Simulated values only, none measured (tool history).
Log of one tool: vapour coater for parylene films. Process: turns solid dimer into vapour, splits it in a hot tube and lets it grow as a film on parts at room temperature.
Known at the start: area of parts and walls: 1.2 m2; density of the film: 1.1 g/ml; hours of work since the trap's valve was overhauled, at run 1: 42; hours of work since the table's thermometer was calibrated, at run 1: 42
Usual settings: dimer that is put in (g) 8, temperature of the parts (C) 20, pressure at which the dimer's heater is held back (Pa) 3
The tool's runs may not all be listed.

run   hour  dimer that is put in (g)  temperature of the parts (C)  pressure at which the dimer's heater is held back (Pa)  hours of work since the trap's valve was overhauled  hours of work since the table's thermometer was calibrated  thickness of the film (nm)
  1      0                         8                            20                                                       3                                                   42                                                          42                        3930
  2   12.3                         8                            20                                                       3                                                   50                                                          50                        3950
  3   27.2                         6                            20                                                       3                                                   61                                                          61                        2930
  4   43.2                         6                            20                                                       3                                                   72                                                          72                        2950
  5   61.3                         6                            20                                                       3                                                   85                                                          85                        2960
  6   88.1                         8                            21                                                       3                                                  104                                                         104                        3880
  7  101.3                         8                            20                                                       3                                                  114                                                         114                        3950
  8  120.1                         8                            20                                                    5.78                                                  127                                                         127                        3410
  9  138.9                         8                            20                                                    5.78                                                  141                                                         141                        3380
 10  152.7                         8                            20                                                    5.78                                                  150                                                         150                        3430
 11  168.6                         3                            25                                                   11.53                                                  162                                                         162                        1030
 12  189.6                         3                            25                                                   11.53                                                  177                                                         177                        1020
 13  206.8                         8                            20                                                   11.84                                                  189                                                         189                        2910
 14  222.3                         8                            16                                                       3                                                  200                                                         200                        4190
 15  235.4                         5                            20                                                       3                                                  210                                                         210                        2440
 16  259.3                         9                            16                                                    3.38                                                  227                                                         227                        4610
 17  277.8                         9                            16                                                    3.38                                                  240                                                         240                        4610
 18  297.1                         9                            16                                                    3.38                                                  254                                                         254                        4620

Forecast each of these 4 alternatives for the next run:
  A  323.9                        11                            20                                                       3                                                  273                                                         273                           ?
  B  323.9                         9                            32                                                    3.38                                                  273                                                         273                           ?
  C  323.9                         4                            22                                                    3.32                                                  273                                                         273                           ?
  D  323.9                         8                            20                                                   10.57                                                  273                                                         273                           ?

run  thickness of the film (nm)
  A                        5410
  B                        3520
  C                        1850
  D                        2990
Without the tool's hidden state the same runs would have given:
run  thickness of the film (nm)
  A                        5420
  B                        3530
  C                        1860
  D                        3000
